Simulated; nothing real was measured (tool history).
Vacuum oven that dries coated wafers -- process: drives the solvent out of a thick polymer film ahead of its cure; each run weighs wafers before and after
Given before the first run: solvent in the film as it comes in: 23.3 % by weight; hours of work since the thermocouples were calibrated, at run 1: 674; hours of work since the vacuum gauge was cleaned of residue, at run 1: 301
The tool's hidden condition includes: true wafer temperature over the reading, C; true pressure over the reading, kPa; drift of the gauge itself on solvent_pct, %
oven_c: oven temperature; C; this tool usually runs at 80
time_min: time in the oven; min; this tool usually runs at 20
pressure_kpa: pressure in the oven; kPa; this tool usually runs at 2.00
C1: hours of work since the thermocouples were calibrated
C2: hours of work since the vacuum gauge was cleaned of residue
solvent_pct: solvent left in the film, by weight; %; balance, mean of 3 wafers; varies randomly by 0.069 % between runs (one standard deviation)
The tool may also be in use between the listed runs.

run 1 hour=0.0 | oven_c=80 time_min=20 pressure_kpa=2.00 | C1=674 C2=301 | solvent_pct=5.27
run 2 hour=31.4 | oven_c=80 time_min=20 pressure_kpa=2.00 | C1=697 C2=324 | solvent_pct=5.35
run 3 hour=66.6 | oven_c=80 time_min=19 pressure_kpa=2.00 | C1=723 C2=349 | solvent_pct=5.59
run 4 hour=83.2 | oven_c=80 time_min=19 pressure_kpa=2.00 | C1=735 C2=361 | solvent_pct=5.61
run 5 hour=102.0 | oven_c=80 time_min=19 pressure_kpa=1.05 | C1=748 C2=375 | solvent_pct=5.42
run 6 hour=131.8 | oven_c=80 time_min=19 pressure_kpa=1.05 | C1=770 C2=397 | solvent_pct=5.37
run 7 hour=167.1 | oven_c=95 time_min=19 pressure_kpa=1.05 | C1=796 C2=422 | solvent_pct=0.58
run 8 hour=185.7 | oven_c=95 time_min=19 pressure_kpa=1.05 | C1=809 C2=436 | solvent_pct=0.57
run 9 hour=208.7 | oven_c=80 time_min=20 pressure_kpa=2.00 | C1=826 C2=452 | solvent_pct=5.38
run 10 hour=241.7 | oven_c=80 time_min=20 pressure_kpa=2.00 | C1=850 C2=476 | solvent_pct=5.27
run 11 hour=256.9 | oven_c=80 time_min=10 pressure_kpa=2.00 | C1=861 C2=487 | solvent_pct=10.17
run 12 hour=274.2 | oven_c=80 time_min=10 pressure_kpa=2.00 | C1=873 C2=500 | solvent_pct=9.77
run 13 hour=310.2 | oven_c=80 time_min=10 pressure_kpa=2.00 | C1=899 C2=526 | solvent_pct=9.90
run 14 hour=333.8 | oven_c=80 time_min=10 pressure_kpa=2.00 | C1=917 C2=543 | solvent_pct=9.92
-- hour=339.1 oven's thermocouples calibrated
run 15 hour=351.2 | oven_c=80 time_min=10 pressure_kpa=2.00 | C1=9 C2=554 | solvent_pct=10.13
run 16 hour=385.3 | oven_c=80 time_min=10 pressure_kpa=2.00 | C1=34 C2=579 | solvent_pct=10.11
-- hour=408.4 oven's thermocouples calibrated, once more
run 17 hour=415.4 | oven_c=80 time_min=10 pressure_kpa=2.00 | C1=5 C2=600 | solvent_pct=9.21
run 18 hour=436.6 | oven_c=80 time_min=10 pressure_kpa=2.00 | C1=21 C2=615 | solvent_pct=9.25
run 19 hour=469.7 | oven_c=72 time_min=20 pressure_kpa=2.00 | C1=45 C2=639 | solvent_pct=9.07
run 20 hour=503.0 | oven_c=69 time_min=20 pressure_kpa=2.00 | C1=69 C2=663 | solvent_pct=10.43
run 21 hour=533.6 | oven_c=69 time_min=20 pressure_kpa=2.00 | C1=91 C2=685 | solvent_pct=10.85
run 22 hour=562.7 | oven_c=69 time_min=20 pressure_kpa=2.00 | C1=112 C2=707 | solvent_pct=10.76
run 23 hour=595.2 | oven_c=80 time_min=20 pressure_kpa=2.00 | C1=136 C2=730 | solvent_pct=4.61
run 24 hour=616.7 | oven_c=92 time_min=20 pressure_kpa=2.00 | C1=151 C2=746 | solvent_pct=0.85
run 25 hour=651.2 | oven_c=92 time_min=20 pressure_kpa=3.34 | C1=176 C2=771 | solvent_pct=1.13
run 26 hour=681.5 | oven_c=90 time_min=20 pressure_kpa=1.96 | C1=198 C2=793 | solvent_pct=1.30
run 27 hour=705.4 | oven_c=95 time_min=10 pressure_kpa=5.00 | C1=216 C2=810 | solvent_pct=2.88
run 28 hour=721.8 | oven_c=66 time_min=30 pressure_kpa=1.60 | C1=227 C2=822 | solvent_pct=9.72
run 29 hour=747.9 | oven_c=82 time_min=12 pressure_kpa=1.77 | C1=247 C2=841 | solvent_pct=7.05
run 30 hour=781.9 | oven_c=82 time_min=10 pressure_kpa=1.77 | C1=271 C2=866 | solvent_pct=8.52
run 31 hour=802.9 | oven_c=71 time_min=20 pressure_kpa=4.87 | C1=286 C2=881 | solvent_pct=10.68
run 32 hour=836.5 | oven_c=71 time_min=20 pressure_kpa=4.87 | C1=311 C2=905 | solvent_pct=10.62
run 33 hour=853.6 | oven_c=81 time_min=13 pressure_kpa=3.20 | C1=323 C2=918 | solvent_pct=7.44
run 34 hour=874.4 | oven_c=81 time_min=13 pressure_kpa=3.20 | C1=338 C2=933 | solvent_pct=7.55
run 35 hour=901.6 | oven_c=67 time_min=20 pressure_kpa=1.28 | C1=358 C2=953 | solvent_pct=11.85
run 36 hour=934.2 | oven_c=84 time_min=30 pressure_kpa=1.04 | C1=382 C2=976 | solvent_pct=1.29
run 37 hour=953.2 | oven_c=84 time_min=30 pressure_kpa=1.39 | C1=396 C2=990 | solvent_pct=1.48
run 38 hour=975.6 | oven_c=80 time_min=20 pressure_kpa=4.86 | C1=412 C2=1006 | solvent_pct=5.71
run 39 hour=1001.3 | oven_c=80 time_min=20 pressure_kpa=4.86 | C1=430 C2=1025 | solvent_pct=5.84
run 40 hour=1027.6 | oven_c=74 time_min=17 pressure_kpa=7.48 | C1=449 C2=1044 | solvent_pct=10.79
run 41 hour=1043.0 | oven_c=77 time_min=13 pressure_kpa=1.70 | C1=461 C2=1055 | solvent_pct=9.54
run 42 hour=1075.4 | oven_c=90 time_min=24 pressure_kpa=1.97 | C1=484 C2=1079 | solvent_pct=0.92
run 43 hour=1095.2 | oven_c=70 time_min=15 pressure_kpa=3.27 | C1=499 C2=1093 | solvent_pct=12.62
run 44 hour=1115.0 | oven_c=70 time_min=15 pressure_kpa=3.27 | C1=513 C2=1107 | solvent_pct=12.68
run 45 hour=1141.7 | oven_c=70 time_min=28 pressure_kpa=3.27 | C1=532 C2=1127 | solvent_pct=8.89
run 46 hour=1165.2 | oven_c=68 time_min=12 pressure_kpa=1.17 | C1=549 C2=1144 | solvent_pct=13.89
run 47 hour=1181.8 | oven_c=89 time_min=13 pressure_kpa=6.30 | C1=561 C2=1156 | solvent_pct=4.22

Below are 4 alternative next runs, each starting from the tool's condition after run 47. Predict each:
run A hour=1209.0 | oven_c=89 time_min=11 pressure_kpa=1.68 | C1=581 C2=1176 | solvent_pct=?
run B hour=1209.0 | oven_c=89 time_min=24 pressure_kpa=6.30 | C1=581 C2=1176 | solvent_pct=?
run C hour=1209.0 | oven_c=80 time_min=20 pressure_kpa=3.14 | C1=581 C2=1176 | solvent_pct=?
run D hour=1209.0 | oven_c=84 time_min=12 pressure_kpa=1.47 | C1=581 C2=1176 | solvent_pct=?

run=A solvent_pct=4.34
run=B solvent_pct=2.09
run=C solvent_pct=5.55
run=D solvent_pct=6.20
The same runs, with their run-to-run variation unchanged, on a tool lacking any hidden condition would have given:
run=A solvent_pct=3.96
run=B solvent_pct=1.86
run=C solvent_pct=5.10
run=D solvent_pct=5.77
